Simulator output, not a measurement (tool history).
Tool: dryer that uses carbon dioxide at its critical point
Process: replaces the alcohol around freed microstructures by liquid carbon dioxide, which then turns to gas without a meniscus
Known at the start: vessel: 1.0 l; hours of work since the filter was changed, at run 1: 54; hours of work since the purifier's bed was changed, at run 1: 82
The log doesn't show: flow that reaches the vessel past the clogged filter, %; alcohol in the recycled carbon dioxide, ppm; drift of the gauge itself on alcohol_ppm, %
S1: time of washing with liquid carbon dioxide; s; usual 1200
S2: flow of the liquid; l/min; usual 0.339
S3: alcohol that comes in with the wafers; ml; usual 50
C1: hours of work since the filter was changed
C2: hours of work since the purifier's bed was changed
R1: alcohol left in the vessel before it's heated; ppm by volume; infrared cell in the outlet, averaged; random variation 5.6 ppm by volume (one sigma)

run	day	S1	S2	S3	C1	C2	R1
1	0.000	1200	0.339	50	54	82	207
2	0.200	1200	0.339	50	56	84	200
3	0.517	1200	0.499	50	59	87	27
4	0.967	1200	0.499	50	63	91	27
5	1.388	1200	0.339	117	67	95	480
6	1.846	1200	0.339	117	72	100	489
7	2.217	1200	0.339	117	75	103	485
8	2.583	1740	0.339	50	79	107	36
9	2.796	1740	0.339	50	81	109	33
10	3.254	1740	0.339	50	85	113	32
11	3.712	1200	0.213	50	89	117	1642
12	3.996	1200	0.213	50	92	120	1623
13	4.375	1200	0.339	24	96	124	124
14	4.617	1200	0.339	24	98	126	120
15	4.912	1200	0.339	24	101	129	118
16	5.354	1620	0.339	50	105	133	47
17	5.633	1620	0.339	50	108	136	44
18	6.058	720	0.339	50	112	140	1989
19	6.492	720	0.339	50	116	144	1952
20	6.733	720	0.339	50	118	146	1978
21	6.975	720	0.339	50	121	149	1960
22	7.233	720	0.339	50	123	151	1994
23	7.567	1380	0.508	47	126	154	26
24	7.925	1380	0.508	47	130	158	24
25	8.292	1320	0.508	110	133	161	32
26	8.738	1200	0.406	50	137	165	114
27	9.083	1020	0.352	117	141	169	1043
28	9.304	1200	0.268	75	143	171	1100
29	9.612	780	0.567	75	146	174	247
30	9.879	720	0.567	115	148	176	574
31	10.229	900	0.393	115	152	179	1178
32	10.529	960	0.339	50	154	182	731
33	10.808	1620	0.229	104	157	185	883
34	11.004	1620	0.229	104	159	187	857
35	11.246	840	0.376	22	161	189	384
36	11.442	840	0.376	22	163	191	398
37	11.742	1200	0.501	50	166	194	41
38	12.167	900	0.379	50	170	198	610
39	12.579	1560	0.379	23	174	202	34
40	12.962	1560	0.379	23	178	206	43
41	13.250	960	0.306	23	180	208	537
42	13.542	960	0.306	23	183	211	537
43	13.875	1020	0.528	50	186	214	78
44	14.254	1440	0.339	57	190	218	141

3 ways to go on from here, each from the tool as it stands after run 44. What would each give?
A	14.592	1320	0.356	115	193	221	?
B	14.592	1200	0.224	38	193	221	?
C	14.592	1200	0.542	89	193	221	?

run	R1
A	312
B	1232
C	43
Without the tool's hidden state the same runs would have given:
run	R1
A	157
B	847
C	9
